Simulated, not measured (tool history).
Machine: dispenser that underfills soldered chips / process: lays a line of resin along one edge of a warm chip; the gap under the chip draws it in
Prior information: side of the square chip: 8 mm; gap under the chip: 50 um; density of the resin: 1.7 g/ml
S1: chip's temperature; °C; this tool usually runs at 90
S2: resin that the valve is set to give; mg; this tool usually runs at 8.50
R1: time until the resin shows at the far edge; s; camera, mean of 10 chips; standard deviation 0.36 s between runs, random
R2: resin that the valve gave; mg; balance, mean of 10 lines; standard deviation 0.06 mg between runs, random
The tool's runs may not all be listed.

run 1 hour=0.0 | S1=90 S2=8.50 | R1=30.2 R2=8.11
-- hour=4.5 new syringe of resin
run 2 hour=10.8 | S1=90 S2=8.50 | R1=26.0 R2=8.09
run 3 hour=17.3 | S1=90 S2=8.50 | R1=30.9 R2=8.03
-- hour=20.2 new syringe of resin
run 4 hour=23.2 | S1=101 S2=8.50 | R1=17.0 R2=8.04
run 5 hour=31.1 | S1=101 S2=8.51 | R1=20.3 R2=7.93
-- hour=36.3 new syringe of resin
run 6 hour=43.8 | S1=101 S2=10.63 | R1=18.5 R2=9.90

Estimate the outcome of run 7 from the log above:
-- hour=52.6 new syringe of resin
run 7 hour=54.0 | S1=101 S2=10.63 | R1=? R2=?

R1: 14.8 s
R2: 9.79 mg
Were there no unlogged condition in the tool, this run, its random variation unchanged, would have produced R1 13.6 s, R2 10.58 mg.
